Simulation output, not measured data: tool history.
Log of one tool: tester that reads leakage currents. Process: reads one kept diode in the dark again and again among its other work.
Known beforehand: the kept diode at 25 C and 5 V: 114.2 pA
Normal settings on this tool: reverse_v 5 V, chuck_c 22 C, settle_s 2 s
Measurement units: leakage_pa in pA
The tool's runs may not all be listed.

{"run": 1, "hour": 0.0, "reverse_v": 5, "chuck_c": 22, "settle_s": 2, "leakage_pa": 90.83}
{"run": 2, "hour": 159.1, "reverse_v": 5, "chuck_c": 36, "settle_s": 2, "leakage_pa": 242.15}
{"run": 3, "hour": 263.1, "reverse_v": 5, "chuck_c": 22, "settle_s": 2, "leakage_pa": 88.65}
{"run": 4, "hour": 370.1, "reverse_v": 5, "chuck_c": 22, "settle_s": 2, "leakage_pa": 87.7}
{"run": 5, "hour": 549.4, "reverse_v": 5, "chuck_c": 22, "settle_s": 2, "leakage_pa": 85.93}
{"run": 6, "hour": 656.7, "reverse_v": 5, "chuck_c": 22, "settle_s": 2, "leakage_pa": 85.2}
{"run": 7, "hour": 738.5, "reverse_v": 5, "chuck_c": 22, "settle_s": 2, "leakage_pa": 84.8}
{"run": 8, "hour": 873.8, "reverse_v": 5, "chuck_c": 22, "settle_s": 2, "leakage_pa": 83.86}
{"hour": 1053.8, "done": "chuck's temperature calibrated"}
{"run": 9, "hour": 1063.7, "reverse_v": 19.01, "chuck_c": 22, "settle_s": 2.07, "leakage_pa": 171.01}
{"run": 10, "hour": 1244.4, "reverse_v": 19.01, "chuck_c": 22, "settle_s": 2.07, "leakage_pa": 170}
{"run": 11, "hour": 1370.8, "reverse_v": 19.01, "chuck_c": 22, "settle_s": 2.07, "leakage_pa": 169.17}
{"run": 12, "hour": 1548.5, "reverse_v": 19.01, "chuck_c": 22, "settle_s": 2.07, "leakage_pa": 168.41}
{"run": 13, "hour": 1707.6, "reverse_v": 19.01, "chuck_c": 22, "settle_s": 2.07, "leakage_pa": 166.27}
{"hour": 1792.9, "done": "tester calibrated"}
{"run": 14, "hour": 1792.9, "reverse_v": 2.91, "chuck_c": 22, "settle_s": 0.46, "leakage_pa": 72.94}
{"run": 15, "hour": 1926.2, "reverse_v": 2.91, "chuck_c": 22, "settle_s": 0.46, "leakage_pa": 71.74}
{"run": 16, "hour": 2084.0, "reverse_v": 2.91, "chuck_c": 22, "settle_s": 0.46, "leakage_pa": 70.75}

Alternative continuations, all from the tool just after run 16; predict every row:
{"hour": 2143.6, "done": "probe card cleaned and baked"}
{"run": "A", "hour": 2196.0, "reverse_v": 1.55, "chuck_c": 49, "settle_s": 9.54, "leakage_pa": "?"}
{"hour": 2143.6, "done": "probe card cleaned and baked"}
{"run": "B", "hour": 2196.0, "reverse_v": 5, "chuck_c": 22, "settle_s": 6.62, "leakage_pa": "?"}
{"hour": 2143.6, "done": "probe card cleaned and baked"}
{"run": "C", "hour": 2196.0, "reverse_v": 12.44, "chuck_c": 22, "settle_s": 2, "leakage_pa": "?"}
{"hour": 2143.6, "done": "probe card cleaned and baked"}
{"run": "D", "hour": 2196.0, "reverse_v": 10.24, "chuck_c": 38, "settle_s": 0.42, "leakage_pa": "?"}
{"hour": 2143.6, "done": "probe card cleaned and baked"}
{"run": "E", "hour": 2196.0, "reverse_v": 1.63, "chuck_c": 58, "settle_s": 1.23, "leakage_pa": "?"}

run=A leakage_pa=339.96
run=B leakage_pa=79.56
run=C leakage_pa=111.92
run=D leakage_pa=329.29
run=E leakage_pa=604.3
What these runs would have given with no unlogged condition in the tool:
run=A leakage_pa=381.68
run=B leakage_pa=91.17
run=C leakage_pa=128.01
run=D leakage_pa=372.31
run=E leakage_pa=674.28

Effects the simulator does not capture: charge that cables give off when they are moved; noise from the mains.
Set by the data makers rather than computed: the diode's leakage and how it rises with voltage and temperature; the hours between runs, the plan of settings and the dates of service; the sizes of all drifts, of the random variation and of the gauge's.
